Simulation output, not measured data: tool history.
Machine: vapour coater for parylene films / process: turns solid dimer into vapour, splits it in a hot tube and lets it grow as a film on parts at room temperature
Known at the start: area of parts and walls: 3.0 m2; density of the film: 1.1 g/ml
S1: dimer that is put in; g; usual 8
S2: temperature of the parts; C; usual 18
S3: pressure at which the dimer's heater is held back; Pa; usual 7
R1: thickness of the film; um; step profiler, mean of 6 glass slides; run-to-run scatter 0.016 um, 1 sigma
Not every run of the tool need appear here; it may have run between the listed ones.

run	hour	S1	S2	S3	R1
1	0	8	18	7	1.27
2	20.1	8	18	7	1.22
3	36	5	18	7	0.78
4	46.8	5	18	7	0.79
5	63	8	18	7	1.24
6	76.4	8	13	7	1.42
7	89.6	8	22	7	1.12
8	110.3	8	22	7	1.12
9	125.2	8	22	7	1.08
10	136.7	8	22	7	1.1
11	147.2	8	18	7	1.21
12	162.1	8	18	2.33	1.35
13	181	8	18	7	1.2
14	190.1	8	18	7	1.22
# hour 206.6: trap's valve overhauled
15	210.2	8	18	7	1.36
16	218.8	8	18	4.84	1.42
17	232.7	13	18	7	2.2
18	250.1	13	18	7	2.23
19	259.2	8	11	2.25	1.8
20	276.8	5	10	2.25	1.15
21	294.7	5	10	2.25	1.18
22	311.9	4	18	3.12	0.73
23	321.7	4	18	3.12	0.73
24	340.8	8	11	3.04	1.76
25	354.6	8	18	9.46	1.3

Predict each of these 4 candidate next runs independently; none follows another, all start after run 25:
A	368.2	8	13	3.33	?
B	368.2	5	20	5.46	?
C	368.2	4	11	7.56	?
D	368.2	3	15	7	?

run	R1
A	1.64
B	0.81
C	0.77
D	0.55
The same runs, with their run-to-run variation unchanged, on a tool lacking any hidden condition would have given:
run	R1
A	1.66
B	0.82
C	0.78
D	0.56

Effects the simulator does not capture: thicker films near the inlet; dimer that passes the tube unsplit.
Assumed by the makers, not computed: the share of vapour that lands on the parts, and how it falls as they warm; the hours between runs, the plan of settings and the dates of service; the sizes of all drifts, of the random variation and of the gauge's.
